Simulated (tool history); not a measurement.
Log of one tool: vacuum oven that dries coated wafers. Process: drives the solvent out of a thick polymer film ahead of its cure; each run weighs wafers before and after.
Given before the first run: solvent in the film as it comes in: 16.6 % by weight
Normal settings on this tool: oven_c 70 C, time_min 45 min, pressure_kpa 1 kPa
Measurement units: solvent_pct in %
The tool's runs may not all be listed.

run	hour	oven_c	time_min	pressure_kpa	solvent_pct
1	0	70	45	1	2.55
2	25.6	70	45	1	2.53
3	47	70	45	1	2.55
4	63.9	70	45	1	2.53
5	83.6	70	45	1	2.5
6	101.8	70	45	1	2.58
7	118.7	70	45	1	2.58
8	140.9	70	45	1	2.55
9	153.2	70	45	1	2.55
10	168.3	70	45	1	2.55
11	191.3	70	45	1	2.53
12	219.7	70	45	0.72	2.51
13	249.1	70	45	0.72	2.43
14	271.3	70	45	0.72	2.56
15	293.5	70	45	1.53	2.77
# hour 312: oven's thermocouples calibrated
16	314.1	70	43	1.53	2.57
17	339.2	70	23	1.53	5.3
18	368	70	23	1.53	5.34
19	383.1	70	73	1	1
20	400.1	70	73	1	0.98
21	427.3	70	73	1	0.97
22	442.6	63	48	1	3.38
23	463.5	63	48	1	3.32
24	482.7	64	24	3.89	7.3
25	495.2	67	48	3.17	3.45
26	521.2	85	45	3.54	1.14
27	546.8	80	61	3.54	1.32
28	560.7	80	61	3.54	1.17
29	578.5	68	52	1	2.22
30	596.4	64	65	0.99	2.07
31	625.8	64	65	0.99	2.13
32	651.1	69	45	3.08	3.27
33	675.1	69	68	0.75	1.12
34	692.2	61	22	3.12	8.26
35	707.4	61	29	2.96	7.07
36	733.9	61	29	2.96	6.78
37	761.1	57	79	0.85	2.56
38	773.9	73	79	0.85	0.6
39	789	73	79	0.85	0.72
40	803.2	66	45	0.56	2.89
41	817.8	85	37	1	0.96
42	838.7	85	31	2.4	1.59

4 ways to go on from here, each from the tool as it stands after run 42. What would each give?
A	859.9	70	43	0.56	?
B	859.9	70	23	1	?
C	859.9	64	50	1	?
D	859.9	80	31	2.4	?

run	solvent_pct
A	2.36
B	5.32
C	3
D	2.34
Stripped of hidden state, with their random variation kept, the same runs would have yielded:
run	solvent_pct
A	2.33
B	5.32
C	2.96
D	2.33
